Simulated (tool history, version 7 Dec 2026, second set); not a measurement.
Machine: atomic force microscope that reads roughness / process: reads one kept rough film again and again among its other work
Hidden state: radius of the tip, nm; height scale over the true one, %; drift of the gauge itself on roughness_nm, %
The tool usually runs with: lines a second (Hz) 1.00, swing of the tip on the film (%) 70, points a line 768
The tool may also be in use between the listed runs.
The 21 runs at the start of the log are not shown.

run,hour,lines a second (Hz),swing of the tip on the film (%),points a line,pictures with this tip,hours of work since the height scale was calibrated,roughness of the kept film (nm (root mean square))
22,662.5,1.75,70,768,80,1249,3.888
23,687.1,1.75,68,768,114,1262,3.746
24,714.1,1.75,68,768,151,1275,3.597
# hour 732.5: new tip fitted
25,745.2,1.00,73,1000,17,1291,4.367
26,785.5,2.17,59,531,73,1311,4.012
27,811.5,2.37,59,531,109,1324,3.834
28,841.5,1.00,70,774,150,1339,3.655
# hour 859.9: new tip fitted
29,891.4,1.00,66,451,43,1364,4.227
30,932.9,1.00,70,920,100,1385,3.930
31,983.3,1.00,75,269,169,1410,3.533
# hour 987.6: new tip fitted
32,1022.7,1.00,75,269,48,1429,4.046
33,1061.9,1.00,75,269,102,1449,3.818
34,1095.5,1.75,66,269,148,1466,3.591
# hour 1114.1: new tip fitted
35,1143.9,1.62,61,269,41,1490,4.172

Predict the results of run 36:
36,1189.5,2.96,57,353,104,1513,?

Run 36 gave roughness of the kept film (nm (root mean square)) 3.812.
Were there no unlogged condition in the tool, this run, its random variation unchanged, would have produced roughness of the kept film (nm (root mean square)) 4.466.
